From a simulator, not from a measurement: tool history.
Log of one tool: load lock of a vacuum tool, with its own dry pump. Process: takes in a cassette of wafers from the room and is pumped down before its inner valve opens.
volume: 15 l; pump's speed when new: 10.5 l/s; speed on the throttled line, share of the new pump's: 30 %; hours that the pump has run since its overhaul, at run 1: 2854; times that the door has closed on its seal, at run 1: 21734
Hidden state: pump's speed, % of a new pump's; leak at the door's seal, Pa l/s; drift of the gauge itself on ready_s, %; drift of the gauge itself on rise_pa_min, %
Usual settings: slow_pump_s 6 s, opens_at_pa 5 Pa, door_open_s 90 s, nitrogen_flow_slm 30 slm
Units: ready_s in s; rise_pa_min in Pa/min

run,hour,slow_pump_s,opens_at_pa,door_open_s,nitrogen_flow_slm,hours that the pump has run since its overhaul,times that the door has closed on its seal,"incoming humidity of the room's air, %",ready_s,rise_pa_min
1,0,6,5,90,30,2854,21734,46.4,19,0.468
2,55.4,6,5,91,30,2910,21920,45.9,18.3,0.472
3,177.2,6,5,91,30,3032,22327,40.2,18.3,0.482
4,303,6,5,90,30,3157,22748,45.6,18.8,0.502
5,380.1,6,5,90,30,3234,23006,49.5,18.4,0.514
6,485.4,6,5,90,30,3340,23358,44.4,18.8,0.518
7,569,6,5,90,30,3423,23638,48.1,18.8,0.536
8,648.3,6,4,90,30,3503,23903,41.6,19.2,0.526
9,772.4,6,4,90,30,3627,24319,46.6,19.1,0.55
10,887.3,6,4,90,30,3742,24703,45.8,19,0.553
11,1006.5,6,4,90,30,3861,25102,45.6,18.9,0.581
12,1061.5,6,4,90,30,3916,25286,46.6,19,0.571
13,1140.4,6,4,90,30,3995,25550,45.9,18.9,0.582
14,1258.6,6,8,90,30,4113,25945,43.5,17.9,0.599
15,1356,6,8,90,30,4210,26271,47,18.1,0.608
16,1435.5,3,8,44,30,4290,26537,44.1,16.1,0.594
17,1556.4,3,9,44,30,4411,26941,42.2,16.2,0.614
18,1670.1,3,9,44,30,4525,27322,43.5,16,0.634
19,1780,3,8,44,17,4634,27690,43.9,16,0.666

Measured less the same run without the tool's hidden state. The same run-to-run variation is in both; the gauge's scatter may not be:
run,rise_pa_min
1,+0.402
2,+0.41
3,+0.422
4,+0.435
5,+0.44
6,+0.453
7,+0.468
8,+0.463
9,+0.485
10,+0.49
11,+0.517
12,+0.51
13,+0.513
14,+0.538
15,+0.544
16,+0.545
17,+0.569
18,+0.587
19,+0.602
ready_s: within 0.2 s of the measured result in every run.
